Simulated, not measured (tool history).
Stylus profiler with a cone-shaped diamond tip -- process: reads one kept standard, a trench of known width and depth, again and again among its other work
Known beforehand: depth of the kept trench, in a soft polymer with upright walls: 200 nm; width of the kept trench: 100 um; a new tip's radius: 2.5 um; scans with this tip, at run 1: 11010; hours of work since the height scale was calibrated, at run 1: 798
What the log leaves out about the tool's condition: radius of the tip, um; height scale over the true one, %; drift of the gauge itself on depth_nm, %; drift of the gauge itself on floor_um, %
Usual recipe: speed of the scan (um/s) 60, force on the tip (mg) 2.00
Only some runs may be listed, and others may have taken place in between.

run    hour  speed of the scan (um/s)  force on the tip (mg)  scans with this tip  hours of work since the height scale was calibrated  depth of the trench (Å)  width of the trench's floor (nm)
  1     0.0                        60                   2.00                11010                                                  798                   2029.2                             97230
  2    78.7                        60                   2.00                11624                                                  843                   2028.9                             97230
  3   128.8                        60                   0.74                12014                                                  871                   2017.0                             97060
  4   180.1                        60                   0.74                12413                                                  900                   2017.1                             96990
  5   234.7                        60                   0.74                12839                                                  931                   2017.2                             97060
  6   307.4                        60                   0.74                13406                                                  972                   2017.7                             96950
  7   362.8                        60                   2.31                13838                                                 1004                   2033.4                             97160
  8   422.4                        60                   2.31                14302                                                 1037                   2031.9                             97140
  9   461.7                        90                   2.31                14608                                                 1059                   2034.1                             97010
 10   506.2                        60                   2.00                14955                                                 1085                   2030.3                             96990
 11   580.5                        26                   2.00                15535                                                 1127                   2030.2                             97180
 12   644.7                        26                   2.00                16034                                                 1163                   2032.4                             97160
 13   697.4                        26                   2.00                16446                                                 1193                   2033.2                             97130
 14   765.9                        60                   2.00                16979                                                 1231                   2030.0                             97020
 15   842.9                        60                   2.00                17579                                                 1275                   2032.8                             96990
 16   892.1                        60                   2.00                17962                                                 1303                   2030.6                             97000
      898.7  -- height scale calibrated on a step standard
 17   934.7                        60                   0.89                18291                                                   20                   2028.3                             96810
 18  1002.6                        60                   2.00                18820                                                   59                   2034.5                             96950
 19  1062.2                        16                   2.00                19284                                                   92                   2036.6                             97100
 20  1104.9                        60                   2.00                19617                                                  117                   2039.1                             96900
 21  1159.4                        60                   2.00                20042                                                  147                   2037.0                             96890
     1170.2  -- height scale calibrated on a step standard, once more
 22  1197.1                        60                   2.00                20332                                                   15                   2026.1                             96830
 23  1274.0                        60                   1.49                20931                                                   59                   2021.3                             96800
 24  1344.4                        60                   1.49                21480                                                   98                   2020.8                             96760
 25  1387.3                       161                   0.86                21814                                                  123                   2014.3                             96030
 26  1436.9                       161                   0.86                22201                                                  151                   2015.5                             96020
 27  1511.8                        20                   4.17                22784                                                  193                   2041.8                             96920
 28  1589.4                        62                   1.83                23389                                                  237                   2024.3                             96720
 29  1657.6                        48                   2.17                23920                                                  275                   2027.5                             96780
 30  1700.2                        18                   2.26                24252                                                  300                   2028.6                             96850
 31  1762.4                        32                   1.00                24737                                                  335                   2018.3                             96760
 32  1828.4                        32                   1.00                25251                                                  372                   2017.7                             96730
 33  1911.9                        19                   0.72                25902                                                  419                   2015.4                             96780
 34  1987.9                        19                   0.72                26494                                                  462                   2014.8                             96740
 35  2022.0                        19                   0.72                26760                                                  481                   2015.8                             96700
 36  2104.0                       129                   0.67                27400                                                  528                   2015.3                             95970
 37  2183.9                       129                   2.20                28022                                                  573                   2029.1                             96360
 38  2266.8                       133                   2.74                28668                                                  620                   2032.8                             96360
 39  2322.1                        84                   1.82                29099                                                  651                   2027.5                             96400
 40  2379.0                        82                   4.11                29543                                                  683                   2043.4                             96530
 41  2444.0                        60                   4.72                30049                                                  720                   2048.6                             96550
 42  2497.3                        31                   1.28                30465                                                  750                   2022.4                             96580
 43  2566.7                        34                   1.56                31005                                                  789                   2026.1                             96580
 44  2627.2                        68                   3.83                31477                                                  823                   2042.5                             96500
 45  2683.7                       198                   5.43                31917                                                  855                   2051.6                             96240
 46  2739.5                       124                   0.89                32352                                                  887                   2018.6                             95850

Some steps in depth of the trench (Å) between neighbouring runs. How much of each would the tool show without its hidden state too (settings, what came in, random variation), and how much is left for the hidden state, with any gauge scatter that isn't in both results?
Run 5 -> 6: nothing adjusted, nothing logged. depth of the trench (Å) +0.5: hidden state +0.3, all else +0.2.
Run 16 -> 17: force on the tip (mg) 2.00 -> 0.89, height scale calibrated on a step standard. depth of the trench (Å) -2.3: hidden state +5.2, all else -7.5.
Run 21 -> 22: height scale calibrated on a step standard, once more. depth of the trench (Å) -10.9: hidden state -12.4, all else +1.5.
Run 26 -> 27: speed of the scan (um/s) 161 -> 20, force on the tip (mg) 0.86 -> 4.17. depth of the trench (Å) +26.3: hidden state +0.3, all else +26.0.
Run 41 -> 42: speed of the scan (um/s) 60 -> 31, force on the tip (mg) 4.72 -> 1.28. depth of the trench (Å) -26.2: hidden state +0.1, all else -26.3.
Run 45 -> 46: speed of the scan (um/s) 198 -> 124, force on the tip (mg) 5.43 -> 0.89. depth of the trench (Å) -33.0: hidden state +0.1, all else -33.1.

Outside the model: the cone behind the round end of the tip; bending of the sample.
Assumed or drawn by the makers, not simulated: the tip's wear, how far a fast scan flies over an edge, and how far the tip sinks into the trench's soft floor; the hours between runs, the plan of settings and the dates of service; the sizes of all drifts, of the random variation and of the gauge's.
